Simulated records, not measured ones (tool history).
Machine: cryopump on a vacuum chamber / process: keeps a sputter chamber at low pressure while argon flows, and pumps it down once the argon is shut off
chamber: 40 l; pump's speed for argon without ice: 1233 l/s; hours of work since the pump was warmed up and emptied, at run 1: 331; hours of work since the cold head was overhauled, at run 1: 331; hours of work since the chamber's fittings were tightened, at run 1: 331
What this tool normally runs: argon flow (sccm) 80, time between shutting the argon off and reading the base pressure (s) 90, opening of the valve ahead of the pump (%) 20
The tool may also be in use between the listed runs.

run,hour,argon flow (sccm),time between shutting the argon off and reading the base pressure (s),opening of the valve ahead of the pump (%),hours of work since the pump was warmed up and emptied,hours of work since the cold head was overhauled,hours of work since the chamber's fittings were tightened,pressure while argon flows (Pa),pressure after the wait (uPa)
1,0,80,90,20,331,331,331,0.5595,1.86
2,10.7,80,90,20,340,340,340,0.5594,1.83
3,26.2,32,90,20,352,352,352,0.2228,1.94
4,36.4,32,90,20,360,360,360,0.2227,1.96
5,57.8,32,90,20,378,378,378,0.2226,1.99
6,69.5,32,90,20,387,387,387,0.2237,1.97
7,83.8,80,90,20,399,399,399,0.562,1.99
8,103.1,80,90,20,415,415,415,0.5628,2.09
9,121.1,80,90,20,429,429,429,0.5629,2.19
10,145.2,80,90,20,449,449,449,0.5661,2.19
11,165.2,80,90,20,465,465,465,0.5615,2.24
12,175.9,80,90,51,474,474,474,0.2314,2.25
13,192.5,80,90,51,487,487,487,0.2326,2.35
14,203.6,62,90,20,496,496,496,0.4391,2.44
15,218.7,49,90,45,509,509,509,0.1596,2.42
16,236.2,49,55,24,523,523,523,0.2942,2.79
17,250,49,171,35,534,534,534,0.2049,2.19
18,263.4,49,171,35,545,545,545,0.2034,2.24
19,278.1,49,171,35,557,557,557,0.2046,2.21

Run 20 is up next; what results do you expect?
20,291.8,62,257,24,568,568,568,?,?

pressure while argon flows (Pa): 0.37
pressure after the wait (uPa): 2.25
Minus the tool's unlogged condition, the same run would have read pressure while argon flows (Pa) 0.3537, pressure after the wait (uPa) 0.54.

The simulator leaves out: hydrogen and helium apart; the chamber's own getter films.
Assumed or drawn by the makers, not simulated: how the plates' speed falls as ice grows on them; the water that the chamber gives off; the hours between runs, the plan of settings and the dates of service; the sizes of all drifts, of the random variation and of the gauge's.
